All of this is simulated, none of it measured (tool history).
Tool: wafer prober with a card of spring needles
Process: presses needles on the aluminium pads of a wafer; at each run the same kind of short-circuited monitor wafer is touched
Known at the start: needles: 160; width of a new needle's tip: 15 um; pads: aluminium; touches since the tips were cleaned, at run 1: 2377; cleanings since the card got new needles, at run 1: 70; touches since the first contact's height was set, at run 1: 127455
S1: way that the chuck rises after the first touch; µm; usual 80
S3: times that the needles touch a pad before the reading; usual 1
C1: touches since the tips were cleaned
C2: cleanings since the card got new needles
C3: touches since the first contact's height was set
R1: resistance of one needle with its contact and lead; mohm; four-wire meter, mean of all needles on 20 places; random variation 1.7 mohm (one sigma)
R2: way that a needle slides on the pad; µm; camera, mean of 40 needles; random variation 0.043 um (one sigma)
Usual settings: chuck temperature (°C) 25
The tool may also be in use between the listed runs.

run 1 day=0.000 | S1=80 chuck_temperature_(°C)=25 S3=1 | C1=2377 C2=70 C3=127455 | R1=206 R2=16.66
-- day=0.158 tips cleaned on abrasive film
-- day=0.475 tips cleaned on abrasive film
-- day=0.792 tips cleaned on abrasive film
-- day=1.183 tips cleaned on abrasive film
-- day=1.579 tips cleaned on abrasive film
-- day=1.896 tips cleaned on abrasive film
run 2 day=1.929 | S1=80 chuck_temperature_(°C)=25 S3=1 | C1=459 C2=76 C3=153351 | R1=187 R2=16.59
-- day=2.242 tips cleaned on abrasive film
-- day=2.558 tips cleaned on abrasive film
-- day=2.875 tips cleaned on abrasive film
-- day=3.192 tips cleaned on abrasive film
-- day=3.508 tips cleaned on abrasive film
-- day=3.900 tips cleaned on abrasive film
-- day=4.217 tips cleaned on abrasive film
run 3 day=4.446 | S1=80 chuck_temperature_(°C)=25 S3=1 | C1=3145 C2=83 C3=187235 | R1=209 R2=16.52
-- day=4.608 tips cleaned on abrasive film
-- day=4.621 height of the first contact set anew
-- day=5.012 tips cleaned on abrasive film
-- day=5.329 tips cleaned on abrasive film
-- day=5.646 tips cleaned on abrasive film
-- day=5.958 tips cleaned on abrasive film
-- day=6.275 tips cleaned on abrasive film
-- day=6.671 tips cleaned on abrasive film
-- day=6.983 tips cleaned on abrasive film
run 4 day=7.004 | S1=80 chuck_temperature_(°C)=25 S3=1 | C1=261 C2=91 C3=32061 | R1=185 R2=16.80
-- day=7.321 tips cleaned on abrasive film
-- day=7.638 tips cleaned on abrasive film
-- day=7.950 tips cleaned on abrasive film
-- day=8.346 tips cleaned on abrasive film
-- day=8.738 tips cleaned on abrasive film
run 5 day=8.854 | S1=80 chuck_temperature_(°C)=25 S3=1 | C1=1574 C2=96 C3=56958 | R1=201 R2=16.74
-- day=9.092 tips cleaned on abrasive film
-- day=9.408 tips cleaned on abrasive film
-- day=9.725 tips cleaned on abrasive film
-- day=10.038 tips cleaned on abrasive film
-- day=10.354 tips cleaned on abrasive film
-- day=10.750 tips cleaned on abrasive film
-- day=11.067 tips cleaned on abrasive film
-- day=11.379 tips cleaned on abrasive film
-- day=11.696 tips cleaned on abrasive film
run 6 day=11.704 | S1=67 chuck_temperature_(°C)=25 S3=1 | C1=91 C2=105 C3=95209 | R1=187 R2=13.98
-- day=12.021 tips cleaned on abrasive film
-- day=12.333 tips cleaned on abrasive film
-- day=12.650 tips cleaned on abrasive film
-- day=13.046 tips cleaned on abrasive film
-- day=13.358 tips cleaned on abrasive film
run 7 day=13.408 | S1=94 chuck_temperature_(°C)=51 S3=1 | C1=642 C2=110 C3=118121 | R1=190 R2=19.65
-- day=13.721 tips cleaned on abrasive film
-- day=14.038 tips cleaned on abrasive film
-- day=14.354 tips cleaned on abrasive film
-- day=14.671 tips cleaned on abrasive film
-- day=14.988 tips cleaned on abrasive film
-- day=15.379 tips cleaned on abrasive film
-- day=15.696 tips cleaned on abrasive film
-- day=16.012 tips cleaned on abrasive film
-- day=16.325 tips cleaned on abrasive film
run 8 day=16.529 | S1=69 chuck_temperature_(°C)=25 S3=2 | C1=2781 C2=119 C3=160121 | R1=203 R2=14.24
-- day=16.692 tips cleaned on abrasive film
-- day=17.008 tips cleaned on abrasive film
-- day=17.400 tips cleaned on abrasive film
-- day=17.717 tips cleaned on abrasive film
-- day=18.033 tips cleaned on abrasive film
-- day=18.346 tips cleaned on abrasive film
-- day=18.662 tips cleaned on abrasive film
-- day=18.754 height of the first contact set anew
run 9 day=18.812 | S1=69 chuck_temperature_(°C)=25 S3=2 | C1=1889 C2=126 C3=830 | R1=197 R2=14.56
-- day=19.050 tips cleaned on abrasive film
-- day=19.367 tips cleaned on abrasive film
-- day=19.683 tips cleaned on abrasive film
-- day=20.000 tips cleaned on abrasive film
-- day=20.317 tips cleaned on abrasive film
run 10 day=20.429 | S1=80 chuck_temperature_(°C)=51 S3=1 | C1=1571 C2=131 C3=22541 | R1=204 R2=16.96
-- day=20.667 tips cleaned on abrasive film
-- day=20.983 tips cleaned on abrasive film
-- day=21.300 tips cleaned on abrasive film
-- day=21.617 tips cleaned on abrasive film
-- day=22.008 tips cleaned on abrasive film
-- day=22.404 tips cleaned on abrasive film
run 11 day=22.604 | S1=80 chuck_temperature_(°C)=51 S3=1 | C1=2752 C2=137 C3=51792 | R1=210 R2=16.78
-- day=22.762 tips cleaned on abrasive film
-- day=23.079 tips cleaned on abrasive film
-- day=23.475 tips cleaned on abrasive film
-- day=23.867 tips cleaned on abrasive film
-- day=24.183 tips cleaned on abrasive film
run 12 day=24.329 | S1=75 chuck_temperature_(°C)=25 S3=1 | C1=1996 C2=142 C3=74987 | R1=207 R2=15.72

Hidden state or all else? Some run-to-run changes of R1, split into what the settings, what came in and random variation would give without the hidden state, and what is left for the hidden state (with any gauge scatter that isn't in both results):
The hidden state here: debris on the tips, nm; way that the needles fall short of the set height, um; tips' diameter, um; drift of the gauge itself on contact_mohm, %; drift of the gauge itself on scrub_um, %.
Run 3 -> 4: tips cleaned on abrasive film, height of the first contact set anew, tips cleaned on abrasive film, tips cleaned on abrasive film, tips cleaned on abrasive film, tips cleaned on abrasive film, tips cleaned on abrasive film, tips cleaned on abrasive film, tips cleaned on abrasive film. R1 -24 mohm: hidden state -26, all else +2.
